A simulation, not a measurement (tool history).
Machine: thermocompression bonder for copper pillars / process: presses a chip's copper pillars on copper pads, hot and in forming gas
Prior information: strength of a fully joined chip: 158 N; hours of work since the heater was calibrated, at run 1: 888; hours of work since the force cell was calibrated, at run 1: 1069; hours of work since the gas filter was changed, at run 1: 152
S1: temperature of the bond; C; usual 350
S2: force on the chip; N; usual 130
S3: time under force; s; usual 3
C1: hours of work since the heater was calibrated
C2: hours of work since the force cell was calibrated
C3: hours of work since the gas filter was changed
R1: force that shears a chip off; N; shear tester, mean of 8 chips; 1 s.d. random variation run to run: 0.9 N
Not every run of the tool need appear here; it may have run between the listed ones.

run   hour   S1   S2  S3    C1    C2   C3     R1
  1    0.0  350  130   3   888  1069  152   65.5
  2   37.0  350  130   3   904  1085  168   63.8
  3   92.5  350  130   3   929  1110  193   64.2
  4  148.2  368  130   3   954  1135  219   77.5
  5  195.6  350  130   2   976  1157  240   54.2
  6  246.6  350  130   3   999  1180  263   63.3
  7  285.9  360  130   3  1017  1198  281   69.9
  8  315.2  360  130   3  1030  1211  294   70.7
  9  350.3  360  130   3  1046  1227  310   69.0
 10  389.8  360  130   3  1063  1245  328   70.1
 11  421.5  350  123   3  1078  1259  342   59.7
 12  469.0  350  130   3  1099  1280  363   62.4
     474.1  -- forming gas filter changed
 13  522.9  377  109   3  1123  1304   22   74.1
     529.8  -- force cell calibrated
 14  581.0  378  167   8  1149    23   48  133.0
 15  627.8  378  167   8  1170    44   69  132.1
 16  687.7  350  134   6  1197    71   96   90.8
 17  746.5  334  130   3  1224    98  122   55.8
 18  789.9  334  130   2  1243   117  142   47.2
 19  837.8  325  168   2  1265   139  163   54.1
 20  880.8  350  121   3  1284   158  183   64.1
 21  917.8  360   82   3  1301   175  200   51.2
 22  947.9  360   82   3  1314   189  213   49.6
 23  976.1  357   82   4  1327   201  226   54.7

3 options for the next run, each taken on its own from the tool as it stands now. Forecast them:
  A  1037.0  342  168   3  1355  229  253   ?
  B  1037.0  350  174   3  1355  229  253   ?
  C  1037.0  374   82   4  1355  229  253   ?

run    R1
  A  74.0
  B  83.4
  C  64.7
Had the tool no hidden state, the same runs would have come out as:
run    R1
  A  83.1
  B  92.8
  C  72.4
